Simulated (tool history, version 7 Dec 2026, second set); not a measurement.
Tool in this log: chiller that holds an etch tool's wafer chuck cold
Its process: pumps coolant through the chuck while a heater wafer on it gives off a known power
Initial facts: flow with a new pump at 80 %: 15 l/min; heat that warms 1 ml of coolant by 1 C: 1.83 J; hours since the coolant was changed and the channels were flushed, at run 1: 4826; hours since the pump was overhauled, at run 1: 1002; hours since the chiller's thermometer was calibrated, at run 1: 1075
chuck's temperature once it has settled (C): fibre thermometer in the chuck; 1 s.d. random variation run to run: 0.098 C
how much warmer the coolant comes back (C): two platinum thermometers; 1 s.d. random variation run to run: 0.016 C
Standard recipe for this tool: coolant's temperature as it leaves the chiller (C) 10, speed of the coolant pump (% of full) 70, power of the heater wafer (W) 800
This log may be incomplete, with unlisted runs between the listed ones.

run	hour	coolant's temperature as it leaves the chiller (C)	speed of the coolant pump (% of full)	power of the heater wafer (W)	hours since the coolant was changed and the channels were flushed	hours since the pump was overhauled	hours since the chiller's thermometer was calibrated	chuck's temperature once it has settled (C)	how much warmer the coolant comes back (C)
1	0	10	70	800	4826	1002	1075	17.46	2.06
2	25	10	70	800	4851	1027	1100	17.53	2.05
3	44.1	10	70	800	4870	1046	1119	17.52	2.03
4	73.7	16	70	800	4900	1076	1149	23.42	2.03
5	97.5	16	70	800	4923	1100	1172	23.51	2.05
6	116	5	70	800	4942	1118	1191	12.55	2.02
7	129.7	1	83	800	4956	1132	1205	7.33	1.71
8	151.9	3	79	426	4978	1154	1227	6.61	0.93
9	178.2	16	91	503	5004	1180	1253	19.66	0.97
10	206.3	16	80	1147	5032	1209	1281	25.6	2.56
11	221	2	91	942	5047	1223	1296	8.99	1.83

Branching from run 11: 3 alternative next runs. What would each branch give?
A	244.1	10	70	745	5070	1246	1319	?	?
B	244.1	10	80	800	5070	1246	1319	?	?
C	244.1	9	91	753	5070	1246	1319	?	?

run	chuck's temperature once it has settled (C)	how much warmer the coolant comes back (C)
A	16.88	1.93
B	16.68	1.8
C	14.68	1.46
The same runs, with their run-to-run variation unchanged, on a tool lacking any hidden condition would have given:
run	chuck's temperature once it has settled (C)	how much warmer the coolant comes back (C)
A	15.83	1.89
B	15.69	1.77
C	13.88	1.43
